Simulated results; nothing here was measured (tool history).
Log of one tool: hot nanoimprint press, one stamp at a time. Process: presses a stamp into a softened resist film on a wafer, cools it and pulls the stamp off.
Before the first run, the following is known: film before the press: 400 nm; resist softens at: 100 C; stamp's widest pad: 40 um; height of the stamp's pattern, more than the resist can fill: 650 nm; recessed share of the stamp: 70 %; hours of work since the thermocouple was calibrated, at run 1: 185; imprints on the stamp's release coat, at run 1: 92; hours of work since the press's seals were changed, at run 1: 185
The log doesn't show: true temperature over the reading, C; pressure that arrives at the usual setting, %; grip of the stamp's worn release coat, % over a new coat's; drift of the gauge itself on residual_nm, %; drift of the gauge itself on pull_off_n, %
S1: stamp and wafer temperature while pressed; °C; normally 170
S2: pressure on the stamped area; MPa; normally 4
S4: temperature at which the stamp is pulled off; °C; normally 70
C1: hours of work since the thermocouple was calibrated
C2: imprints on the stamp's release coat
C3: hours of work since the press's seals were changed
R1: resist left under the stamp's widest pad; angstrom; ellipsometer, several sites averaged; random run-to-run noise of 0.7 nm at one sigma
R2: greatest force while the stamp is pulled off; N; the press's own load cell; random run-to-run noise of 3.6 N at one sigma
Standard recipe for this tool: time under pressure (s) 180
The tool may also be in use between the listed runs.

run 1 hour=0 | S1=170 S2=4 time_under_pressure_(s)=180 S4=70 | C1=185 C2=92 C3=185 | R1=2245 R2=199
run 2 hour=37.9 | S1=170 S2=4 time_under_pressure_(s)=180 S4=70 | C1=214 C2=198 C3=214 | R1=2247 R2=202
run 3 hour=90.4 | S1=170 S2=4 time_under_pressure_(s)=180 S4=70 | C1=255 C2=344 C3=255 | R1=2248 R2=208
run 4 hour=163.5 | S1=170 S2=4 time_under_pressure_(s)=180 S4=70 | C1=311 C2=547 C3=311 | R1=2263 R2=213
run 5 hour=234.5 | S1=170 S2=4 time_under_pressure_(s)=180 S4=70 | C1=366 C2=744 C3=366 | R1=2273 R2=222
-- hour=241.1 plate thermocouple calibrated
run 6 hour=278.9 | S1=170 S2=4 time_under_pressure_(s)=180 S4=70 | C1=29 C2=860 C3=398 | R1=2250 R2=229
run 7 hour=321.9 | S1=170 S2=4 time_under_pressure_(s)=180 S4=70 | C1=62 C2=979 C3=431 | R1=2244 R2=223
-- hour=392.4 stamp cleaned and given a new release coat
run 8 hour=392.7 | S1=170 S2=4 time_under_pressure_(s)=180 S4=70 | C1=112 C2=1 C3=481 | R1=2233 R2=195
run 9 hour=452.8 | S1=160 S2=2.88 time_under_pressure_(s)=180 S4=70 | C1=159 C2=168 C3=527 | R1=3239 R2=203
run 10 hour=485 | S1=160 S2=2.88 time_under_pressure_(s)=180 S4=70 | C1=184 C2=257 C3=552 | R1=3218 R2=203
-- hour=506.3 plate thermocouple calibrated, once more
run 11 hour=547.2 | S1=160 S2=2.88 time_under_pressure_(s)=180 S4=70 | C1=32 C2=422 C3=598 | R1=3270 R2=211
-- hour=598.4 press's hydraulic seals changed and the load cell set to zero
run 12 hour=604.4 | S1=170 S2=2.88 time_under_pressure_(s)=180 S4=70 | C1=70 C2=559 C3=5 | R1=2593 R2=211
run 13 hour=661.7 | S1=170 S2=4 time_under_pressure_(s)=258 S4=76 | C1=114 C2=719 C3=49 | R1=1996 R2=180
run 14 hour=716.9 | S1=179 S2=4 time_under_pressure_(s)=180 S4=76 | C1=156 C2=872 C3=92 | R1=1719 R2=185
run 15 hour=788.7 | S1=167 S2=4 time_under_pressure_(s)=184 S4=70 | C1=212 C2=1072 C3=147 | R1=2419 R2=228

Here are 3 independent what-if runs from the current tool condition. What would each one return?
-- hour=827.5 stamp cleaned and given a new release coat
run A hour=843.9 | S1=167 S2=2.89 time_under_pressure_(s)=184 S4=70 | C1=250 C2=46 C3=185 | R1=? R2=?
-- hour=827.5 stamp cleaned and given a new release coat
run B hour=843.9 | S1=178 S2=2.84 time_under_pressure_(s)=180 S4=57 | C1=250 C2=46 C3=185 | R1=? R2=?
-- hour=827.5 stamp cleaned and given a new release coat
run C hour=843.9 | S1=181 S2=4 time_under_pressure_(s)=103 S4=70 | C1=250 C2=46 C3=185 | R1=? R2=?

run=A R1=2755 R2=195
run=B R1=2121 R2=264
run=C R1=1971 R2=199
The same runs, with their run-to-run variation unchanged, on a tool lacking any hidden condition would have given:
run=A R1=2774 R2=197
run=B R1=2136 R2=265
run=C R1=1979 R2=201
